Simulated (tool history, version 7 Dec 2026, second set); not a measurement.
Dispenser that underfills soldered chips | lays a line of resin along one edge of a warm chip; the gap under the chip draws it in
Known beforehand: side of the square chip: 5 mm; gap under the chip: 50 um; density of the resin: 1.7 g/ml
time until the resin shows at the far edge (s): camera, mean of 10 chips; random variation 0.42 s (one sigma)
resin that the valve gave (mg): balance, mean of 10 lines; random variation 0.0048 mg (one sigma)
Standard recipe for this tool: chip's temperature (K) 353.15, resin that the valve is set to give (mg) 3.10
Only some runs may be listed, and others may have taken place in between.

run    day  chip's temperature (K)  resin that the valve is set to give (mg)  time until the resin shows at the far edge (s)  resin that the valve gave (mg)
  1  0.000                  353.15                                      3.10                                            32.0                           3.043
     0.279  -- new syringe of resin
  2  0.300                  353.15                                      3.10                                            28.9                           3.032
  3  0.512                  353.15                                      3.10                                            35.9                           3.027
     0.662  -- new syringe of resin
  4  0.746                  353.15                                      3.92                                            30.1                           3.831
     0.854  -- dispensing valve cleaned and set on the balance
  5  1.062                  353.15                                      3.92                                            39.4                           3.920
     1.100  -- new syringe of resin
  6  1.242                  353.15                                      3.10                                            33.1                           3.094
  7  1.421                  353.15                                      3.10                                            39.2                           3.090
     1.475  -- new syringe of resin
  8  1.775                  353.15                                      3.10                                            38.3                           3.082
     1.867  -- new syringe of resin
  9  1.958                  353.15                                      3.10                                            31.0                           3.071
     2.267  -- new syringe of resin
 10  2.292                  353.15                                      3.10                                            29.0                           3.062
 11  2.579                  353.15                                      2.69                                            39.7                           2.656
     2.658  -- new syringe of resin
 12  2.825                  353.15                                      2.69                                            35.3                           2.651
     3.038  -- new syringe of resin
 13  3.050                  353.15                                      2.89                                            29.4                           2.835
 14  3.225                  353.15                                      2.89                                            34.2                           2.838
     3.417  -- new syringe of resin
 15  3.525                  353.15                                      3.43                                            31.5                           3.359
     3.688  -- dispensing valve cleaned and set on the balance
     3.846  -- new syringe of resin
 16  3.912                  339.15                                      3.43                                            48.2                           3.423
 17  4.179                  339.15                                      2.85                                            64.3                           2.834
     4.233  -- new syringe of resin
 18  4.338                  353.15                                      3.10                                            31.5                           3.089
     4.612  -- new syringe of resin
 19  4.667                  353.15                                      3.10                                            29.1                           3.079
     5.004  -- new syringe of resin
 20  5.008                  351.15                                      2.99                                            29.6                           2.955
 21  5.246                  351.15                                      2.99                                            37.8                           2.949
     5.383  -- new syringe of resin
 22  5.471                  353.15                                      3.92                                            30.1                           3.861
     5.767  -- new syringe of resin
 23  5.767                  348.15                                      3.74                                            32.4                           3.676
 24  5.938                  352.15                                      2.69                                            35.7                           2.640
     6.142  -- new syringe of resin
 25  6.150                  341.15                                      3.50                                            41.5                           3.423
 26  6.304                  353.15                                      3.71                                            31.6                           3.628
     6.508  -- dispensing valve cleaned and set on the balance
     6.558  -- new syringe of resin
 27  6.558                  342.15                                      3.33                                            40.3                           3.312
 28  6.775                  345.15                                      2.66                                            46.9                           2.647
     6.950  -- new syringe of resin
 29  7.067                  349.15                                      3.10                                            35.7                           3.075
     7.329  -- new syringe of resin
 30  7.408                  352.15                                      3.26                                            31.3                           3.219
 31  7.675                  350.15                                      3.02                                            43.7                           2.977
     7.704  -- new syringe of resin
 32  7.912                  346.15                                      3.02                                            42.5                           2.970
     8.079  -- new syringe of resin
 33  8.204                  349.15                                      2.77                                            36.8                           2.722
 34  8.367                  349.15                                      3.34                                            40.9                           3.280
     8.462  -- new syringe of resin
 35  8.625                  364.15                                      2.94                                            23.7                           2.871

Some steps in time until the resin shows at the far edge (s), run to run, broken into two amounts with sign: the step expected even without the hidden condition (settings, incoming material, random variation), and the rest, left for the hidden condition together with whatever gauge scatter is not in both the measured and the hidden-condition-free result:
The hidden state here: resin's viscosity, % of fresh resin's; dose that the valve gives, % of what is set; true chip temperature over the reading, C; drift of the gauge itself on fill_s, %; drift of the gauge itself on given_mg, %.
Run 15 -> 16: chip's temperature (K) 353.15 -> 339.15, dispensing valve cleaned and set on the balance, new syringe of resin. time until the resin shows at the far edge (s) +16.7: hidden state -0.5, all else +17.2.
Run 16 -> 17: resin that the valve is set to give (mg) 3.43 -> 2.85. time until the resin shows at the far edge (s) +16.1: hidden state +14.5, all else +1.6.
Run 17 -> 18: chip's temperature (K) 339.15 -> 353.15, resin that the valve is set to give (mg) 2.85 -> 3.10, new syringe of resin. time until the resin shows at the far edge (s) -32.8: hidden state -13.5, all else -19.3.
Run 30 -> 31: chip's temperature (K) 352.15 -> 350.15, resin that the valve is set to give (mg) 3.26 -> 3.02. time until the resin shows at the far edge (s) +12.4: hidden state +10.0, all else +2.4.
Run 34 -> 35: chip's temperature (K) 349.15 -> 364.15, resin that the valve is set to give (mg) 3.34 -> 2.94, new syringe of resin. time until the resin shows at the far edge (s) -17.2: hidden state -5.4, all else -11.8.
